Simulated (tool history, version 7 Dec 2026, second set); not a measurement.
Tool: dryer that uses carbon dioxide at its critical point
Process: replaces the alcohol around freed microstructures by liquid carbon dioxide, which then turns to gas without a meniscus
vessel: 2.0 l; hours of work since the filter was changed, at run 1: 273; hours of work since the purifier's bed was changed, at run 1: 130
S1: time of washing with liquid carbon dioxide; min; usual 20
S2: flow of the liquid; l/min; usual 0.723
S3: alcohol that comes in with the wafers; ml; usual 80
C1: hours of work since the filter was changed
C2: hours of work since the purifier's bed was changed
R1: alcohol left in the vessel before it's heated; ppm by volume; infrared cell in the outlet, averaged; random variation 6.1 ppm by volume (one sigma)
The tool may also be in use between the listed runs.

run   hour  S1     S2  S3   C1   C2    R1
  1      0  20  0.723  80  273  130   363
  2   40.4  20  0.723  80  286  143   350
  3   88.3  20  0.723  24  301  158   130
  4  119.1  20  0.723  80  310  168   380
  5  161.5  20  1.149  80  324  182    51
  6  198.6  20  1.149  80  336  193    50
  7  237.8  17  0.723  80  348  206   774
  8  274.1  17   0.45  80  360  217  3487
  9  304.7  17   0.45  80  369  227  3595
 10    337  17   0.45  80  380  237  3499
 11  363.5  14  1.224  80  388  246   196
 12  410.8  14  1.224  80  403  261   199
 13  459.6  14  1.224  80  418  276   214
 14    492  12   1.13  26  429  286   202
 15  522.5  23  1.197  66  438  296    47
 16  559.4  16  1.197  45  450  308    94

Some steps in R1 between neighbouring runs. How much of each would the tool show without its hidden state too (settings, what came in, random variation), and how much is left for the hidden state, with any gauge scatter that isn't in both results?
The hidden state here: flow that reaches the vessel past the clogged filter, %; alcohol in the recycled carbon dioxide, ppm; drift of the gauge itself on alcohol_ppm, %.
Run 10 -> 11: S1 17 -> 14, S2 0.45 -> 1.224. R1 -3303 ppm by volume: hidden state -751, all else -2552.
